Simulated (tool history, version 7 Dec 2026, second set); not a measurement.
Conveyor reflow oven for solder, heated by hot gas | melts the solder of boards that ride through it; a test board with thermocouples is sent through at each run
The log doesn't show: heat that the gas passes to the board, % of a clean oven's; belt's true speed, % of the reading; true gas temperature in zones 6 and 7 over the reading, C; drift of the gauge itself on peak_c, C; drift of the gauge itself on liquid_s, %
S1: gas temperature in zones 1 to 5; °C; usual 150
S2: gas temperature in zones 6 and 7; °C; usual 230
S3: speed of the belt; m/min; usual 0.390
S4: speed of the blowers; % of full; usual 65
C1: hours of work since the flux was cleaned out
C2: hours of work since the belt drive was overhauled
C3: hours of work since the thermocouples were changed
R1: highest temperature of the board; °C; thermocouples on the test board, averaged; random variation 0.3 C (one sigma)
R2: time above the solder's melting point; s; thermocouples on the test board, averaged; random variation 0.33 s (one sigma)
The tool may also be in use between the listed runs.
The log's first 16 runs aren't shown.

-- day=16.250 flux residue cleaned out of gas plates and filters
run 17 day=17.333 | S1=150 S2=243 S3=0.424 S4=76 | C1=11 C2=514 C3=265 | R1=228.4 R2=76.4
run 18 day=18.808 | S1=150 S2=243 S3=0.424 S4=76 | C1=26 C2=529 C3=280 | R1=228.0 R2=77.7
run 19 day=19.979 | S1=150 S2=243 S3=0.424 S4=76 | C1=38 C2=541 C3=292 | R1=227.8 R2=76.8
run 20 day=21.462 | S1=150 S2=227 S3=0.390 S4=65 | C1=53 C2=556 C3=307 | R1=214.3 R2=72.9
run 21 day=22.983 | S1=136 S2=228 S3=0.329 S4=58 | C1=68 C2=571 C3=322 | R1=215.8 R2=80.9
run 22 day=24.304 | S1=150 S2=230 S3=0.468 S4=65 | C1=81 C2=585 C3=336 | R1=210.9 R2=56.8
run 23 day=25.596 | S1=150 S2=230 S3=0.468 S4=65 | C1=94 C2=598 C3=349 | R1=211.6 R2=56.8
run 24 day=26.512 | S1=150 S2=230 S3=0.468 S4=65 | C1=104 C2=607 C3=358 | R1=210.7 R2=56.3
run 25 day=27.417 | S1=139 S2=230 S3=0.468 S4=90 | C1=113 C2=616 C3=367 | R1=213.7 R2=54.7

Run 26 comes next. What will it give?
run 26 day=28.338 | S1=139 S2=230 S3=0.468 S4=90 | C1=122 C2=625 C3=376 | R1=? R2=?

Run 26 gave R1 213.5 °C, R2 55.3 s.
Without the tool's hidden state the same run would have given R1 214.7 °C, R2 56.0 s.

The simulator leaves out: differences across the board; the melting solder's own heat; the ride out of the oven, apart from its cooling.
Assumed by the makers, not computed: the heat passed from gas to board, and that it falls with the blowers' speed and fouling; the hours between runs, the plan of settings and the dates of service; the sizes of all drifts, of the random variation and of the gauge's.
